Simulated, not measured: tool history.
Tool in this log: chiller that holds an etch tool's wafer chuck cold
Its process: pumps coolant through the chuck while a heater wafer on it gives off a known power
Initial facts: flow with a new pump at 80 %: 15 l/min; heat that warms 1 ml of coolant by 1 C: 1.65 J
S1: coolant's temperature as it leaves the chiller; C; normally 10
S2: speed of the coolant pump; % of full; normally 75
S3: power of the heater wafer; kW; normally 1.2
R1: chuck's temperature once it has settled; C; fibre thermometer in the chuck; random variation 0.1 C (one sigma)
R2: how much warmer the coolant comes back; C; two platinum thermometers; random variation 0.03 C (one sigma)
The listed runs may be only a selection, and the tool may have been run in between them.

run 1 hour=0 | S1=10 S2=75 S3=1.2 | R1=21.1 R2=3.06
-- hour=60.4 chiller's thermometer calibrated
run 2 hour=165.9 | S1=10 S2=75 S3=1.2 | R1=20.8 R2=3.12
run 3 hour=282 | S1=10 S2=75 S3=1.2 | R1=21 R2=3.12
run 4 hour=392.3 | S1=10 S2=75 S3=1.2 | R1=21.1 R2=3.17
run 5 hour=489.4 | S1=10 S2=75 S3=1.719 | R1=25.7 R2=4.5
run 6 hour=672.7 | S1=10 S2=75 S3=1.719 | R1=25.9 R2=4.47
run 7 hour=779.2 | S1=10 S2=75 S3=1.624 | R1=24.9 R2=4.31
run 8 hour=888.5 | S1=10 S2=75 S3=1.624 | R1=25 R2=4.31
run 9 hour=1002.9 | S1=17 S2=66 S3=1.624 | R1=33.7 R2=4.83
run 10 hour=1122.6 | S1=10 S2=68 S3=1.315 | R1=23.2 R2=3.87
-- hour=1215 coolant changed, channels flushed
run 11 hour=1320.9 | S1=1 S2=78 S3=1.216 | R1=11.8 R2=3.09
run 12 hour=1417.5 | S1=7 S2=75 S3=1.448 | R1=20.4 R2=3.89
run 13 hour=1501.1 | S1=14 S2=95 S3=0.781 | R1=20 R2=1.8
-- hour=1638.1 coolant pump overhauled
run 14 hour=1656.7 | S1=14 S2=95 S3=0.781 | R1=19.9 R2=1.82
run 15 hour=1819.2 | S1=13 S2=65 S3=1.543 | R1=29.2 R2=4.81

Below are 3 alternative next runs, each starting from the tool's condition after run 15. Predict each:
run A hour=1980.8 | S1=13 S2=65 S3=0.604 | R1=? R2=?
run B hour=1980.8 | S1=13 S2=65 S3=1.21 | R1=? R2=?
run C hour=1980.8 | S1=20 S2=75 S3=1.2 | R1=? R2=?

run=A R1=19.3 R2=1.98
run=B R1=25.5 R2=3.78
run=C R1=31 R2=3.28
What these runs would have given with no unlogged condition in the tool:
run=A R1=19.3 R2=1.75
run=B R1=25.5 R2=3.56
run=C R1=30.9 R2=3.06
